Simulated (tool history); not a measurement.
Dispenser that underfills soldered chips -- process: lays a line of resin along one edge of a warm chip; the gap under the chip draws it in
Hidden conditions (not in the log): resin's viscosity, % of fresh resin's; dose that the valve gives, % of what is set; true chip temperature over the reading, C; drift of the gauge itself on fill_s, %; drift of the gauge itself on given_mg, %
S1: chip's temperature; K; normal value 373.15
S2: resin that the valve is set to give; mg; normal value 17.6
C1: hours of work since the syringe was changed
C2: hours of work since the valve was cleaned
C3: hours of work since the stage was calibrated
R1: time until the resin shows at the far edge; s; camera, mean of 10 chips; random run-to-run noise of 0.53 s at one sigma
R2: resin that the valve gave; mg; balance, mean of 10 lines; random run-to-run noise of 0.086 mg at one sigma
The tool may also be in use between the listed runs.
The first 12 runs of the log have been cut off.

{"run": 13, "hour": 64.3, "S1": 361.15, "S2": 17.6, "C1": 4, "C2": 129, "C3": 168, "R1": 110.9, "R2": 16.65}
{"hour": 70.5, "done": "new syringe of resin"}
{"run": 14, "hour": 70.5, "S1": 361.15, "S2": 17.6, "C1": 0, "C2": 133, "C3": 173, "R1": 78.1, "R2": 16.45}
{"hour": 75.3, "done": "dispensing valve cleaned and set on the balance"}
{"run": 15, "hour": 76.6, "S1": 361.15, "S2": 17.6, "C1": 4, "C2": 1, "C3": 176, "R1": 102.9, "R2": 17.64}
{"run": 16, "hour": 82.6, "S1": 361.15, "S2": 17.6, "C1": 8, "C2": 5, "C3": 181, "R1": 141.8, "R2": 17.52}
{"hour": 83.9, "done": "new syringe of resin"}
{"run": 17, "hour": 88.3, "S1": 361.15, "S2": 17.6, "C1": 3, "C2": 9, "C3": 185, "R1": 101.6, "R2": 17.63}
{"run": 18, "hour": 93.7, "S1": 361.15, "S2": 17.6, "C1": 7, "C2": 13, "C3": 189, "R1": 135.3, "R2": 17.45}
{"hour": 96.0, "done": "new syringe of resin"}
{"run": 19, "hour": 97.5, "S1": 380.15, "S2": 17.5, "C1": 1, "C2": 16, "C3": 191, "R1": 37.1, "R2": 17.34}
{"run": 20, "hour": 101.5, "S1": 380.15, "S2": 17.5, "C1": 4, "C2": 19, "C3": 194, "R1": 45.2, "R2": 17.48}
{"run": 21, "hour": 106.1, "S1": 380.15, "S2": 17.5, "C1": 7, "C2": 22, "C3": 198, "R1": 57.9, "R2": 17.28}
{"hour": 108.3, "done": "new syringe of resin"}
{"run": 22, "hour": 109.9, "S1": 371.15, "S2": 17.1, "C1": 1, "C2": 25, "C3": 200, "R1": 55.7, "R2": 16.97}
{"run": 23, "hour": 115.9, "S1": 384.15, "S2": 22, "C1": 6, "C2": 29, "C3": 205, "R1": 43.2, "R2": 21.82}
{"hour": 120.5, "done": "new syringe of resin"}
{"run": 24, "hour": 122.1, "S1": 374.15, "S2": 16.1, "C1": 1, "C2": 34, "C3": 209, "R1": 48.5, "R2": 15.89}
{"run": 25, "hour": 125.1, "S1": 374.15, "S2": 16.1, "C1": 3, "C2": 36, "C3": 211, "R1": 57.3, "R2": 15.83}
{"run": 26, "hour": 131.0, "S1": 380.15, "S2": 17.1, "C1": 8, "C2": 40, "C3": 215, "R1": 60.6, "R2": 16.72}
{"hour": 132.7, "done": "new syringe of resin"}
{"run": 27, "hour": 136.7, "S1": 362.15, "S2": 16.4, "C1": 3, "C2": 44, "C3": 219, "R1": 98, "R2": 16.02}
{"run": 28, "hour": 140.7, "S1": 362.15, "S2": 16.4, "C1": 6, "C2": 47, "C3": 222, "R1": 123.9, "R2": 16.13}

Estimate the outcome of run 29 from the log above:
{"hour": 145.1, "done": "new syringe of resin"}
{"run": 29, "hour": 147.9, "S1": 370.15, "S2": 17.6, "C1": 2, "C2": 52, "C3": 227, "R1": "?", "R2": "?"}

{"run 29": {"R1": 61, "R2": 17.16}}
Had the tool carried no hidden state, the very same run would have given R1 49.2 s, R2 17.55 mg.

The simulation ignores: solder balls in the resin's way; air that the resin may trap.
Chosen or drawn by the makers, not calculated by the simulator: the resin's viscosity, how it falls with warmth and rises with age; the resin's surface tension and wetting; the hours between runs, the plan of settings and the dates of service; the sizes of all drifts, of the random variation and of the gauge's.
